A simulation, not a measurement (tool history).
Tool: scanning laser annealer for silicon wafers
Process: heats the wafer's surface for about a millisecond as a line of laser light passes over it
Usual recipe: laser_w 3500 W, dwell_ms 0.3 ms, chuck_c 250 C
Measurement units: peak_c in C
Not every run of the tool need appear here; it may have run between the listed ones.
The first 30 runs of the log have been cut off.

{"run": 31, "hour": 1103.9, "laser_w": 3296, "dwell_ms": 0.293, "chuck_c": 230, "peak_c": 947}
{"run": 32, "hour": 1147.5, "laser_w": 3791, "dwell_ms": 0.351, "chuck_c": 255, "peak_c": 1171}
{"run": 33, "hour": 1175.9, "laser_w": 3681, "dwell_ms": 0.3, "chuck_c": 282, "peak_c": 1103}
{"hour": 1216.1, "done": "window over the wafer cleaned"}
{"run": 34, "hour": 1222.9, "laser_w": 3681, "dwell_ms": 0.264, "chuck_c": 282, "peak_c": 1055}
{"run": 35, "hour": 1258.6, "laser_w": 3827, "dwell_ms": 0.264, "chuck_c": 240, "peak_c": 1046}
{"run": 36, "hour": 1281.5, "laser_w": 3334, "dwell_ms": 0.289, "chuck_c": 271, "peak_c": 996}
{"run": 37, "hour": 1306.3, "laser_w": 3334, "dwell_ms": 0.289, "chuck_c": 271, "peak_c": 994}
{"run": 38, "hour": 1344.5, "laser_w": 3397, "dwell_ms": 0.354, "chuck_c": 250, "peak_c": 1064}
{"run": 39, "hour": 1378.2, "laser_w": 3397, "dwell_ms": 0.354, "chuck_c": 250, "peak_c": 1067}

Below are 4 alternative next runs, each starting from the tool's condition after run 39. Predict each:
{"hour": 1396.3, "done": "optics aligned, line set to its width"}
{"run": "A", "hour": 1425.8, "laser_w": 3458, "dwell_ms": 0.3, "chuck_c": 250, "peak_c": "?"}
{"hour": 1396.3, "done": "optics aligned, line set to its width"}
{"run": "B", "hour": 1425.8, "laser_w": 3527, "dwell_ms": 0.301, "chuck_c": 242, "peak_c": "?"}
{"hour": 1396.3, "done": "optics aligned, line set to its width"}
{"run": "C", "hour": 1425.8, "laser_w": 3500, "dwell_ms": 0.227, "chuck_c": 250, "peak_c": "?"}
{"hour": 1396.3, "done": "optics aligned, line set to its width"}
{"run": "D", "hour": 1425.8, "laser_w": 3354, "dwell_ms": 0.219, "chuck_c": 250, "peak_c": "?"}

run=A peak_c=1017
run=B peak_c=1029
run=C peak_c=929
run=D peak_c=886
Without the tool's unlogged condition, the same runs would have read:
run=A peak_c=1017
run=B peak_c=1029
run=C peak_c=929
run=D peak_c=886

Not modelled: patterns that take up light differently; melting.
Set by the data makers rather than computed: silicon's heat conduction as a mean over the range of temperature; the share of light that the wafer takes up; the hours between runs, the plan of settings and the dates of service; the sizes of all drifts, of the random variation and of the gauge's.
